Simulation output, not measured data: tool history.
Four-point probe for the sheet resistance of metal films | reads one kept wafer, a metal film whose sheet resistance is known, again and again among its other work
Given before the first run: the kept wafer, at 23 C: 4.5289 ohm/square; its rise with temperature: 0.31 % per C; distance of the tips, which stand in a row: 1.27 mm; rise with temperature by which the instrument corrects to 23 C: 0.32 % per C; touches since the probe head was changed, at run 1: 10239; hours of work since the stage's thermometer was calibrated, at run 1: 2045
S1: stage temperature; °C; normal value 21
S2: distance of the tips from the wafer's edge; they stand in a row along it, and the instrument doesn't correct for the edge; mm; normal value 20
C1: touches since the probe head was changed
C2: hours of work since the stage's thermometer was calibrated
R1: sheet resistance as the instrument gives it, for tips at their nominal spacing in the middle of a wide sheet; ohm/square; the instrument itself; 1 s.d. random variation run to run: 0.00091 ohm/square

| run | hour | S1 | S2 | C1 | C2 | R1 |
|---|---|---|---|---|---|---|
| 1 | 0.0 | 21 | 20 | 10239 | 2045 | 4.526706 |
| 2 | 8.5 | 21 | 20 | 10439 | 2048 | 4.530254 |
|  | 10.4 | stage's thermometer calibrated |
| 3 | 26.2 | 20 | 20 | 10845 | 7 | 4.533516 |
| 4 | 37.0 | 20 | 20 | 11098 | 12 | 4.533925 |
| 5 | 54.2 | 20 | 48 | 11504 | 20 | 4.526087 |
|  | 69.7 | stage's thermometer calibrated, once more |
| 6 | 70.3 | 20 | 48 | 11872 | 0 | 4.516619 |
| 7 | 80.1 | 20 | 48 | 12103 | 5 | 4.518020 |
| 8 | 88.7 | 20 | 48 | 12305 | 9 | 4.516682 |
| 9 | 97.7 | 21 | 40 | 12517 | 13 | 4.516087 |
| 10 | 115.9 | 21 | 40 | 12946 | 21 | 4.515902 |
| 11 | 127.9 | 21 | 10 | 13230 | 26 | 4.554126 |
| 12 | 142.0 | 31 | 10 | 13561 | 33 | 4.550683 |
| 13 | 155.9 | 31 | 10 | 13889 | 39 | 4.549472 |
| 14 | 172.7 | 24 | 21 | 14284 | 47 | 4.522308 |
| 15 | 181.4 | 24 | 43 | 14490 | 51 | 4.514820 |
| 16 | 190.6 | 21 | 20 | 14707 | 55 | 4.521908 |
| 17 | 208.5 | 21 | 20 | 15129 | 63 | 4.522874 |
| 18 | 225.1 | 21 | 20 | 15520 | 70 | 4.522041 |
| 19 | 243.2 | 29 | 10 | 15947 | 79 | 4.550473 |
| 20 | 260.9 | 29 | 10 | 16363 | 87 | 4.549675 |
| 21 | 268.7 | 24 | 10 | 16548 | 90 | 4.551990 |

4 ways to go on from here, each from the tool as it stands after run 21. What would each give?
| A | 282.2 | 29 | 6 | 16864 | 96 | ? |
| B | 282.2 | 30 | 20 | 16864 | 96 | ? |
| C | 282.2 | 25 | 20 | 16864 | 96 | ? |
| D | 282.2 | 26 | 4 | 16864 | 96 | ? |

| run | R1 |
|---|---|
| A | 4.617531 |
| B | 4.520235 |
| C | 4.521093 |
| D | 4.742578 |
Stripped of hidden state, with their random variation kept, the same runs would have yielded:
| run | R1 |
|---|---|
| A | 4.634159 |
| B | 4.536541 |
| C | 4.537401 |
| D | 4.759616 |
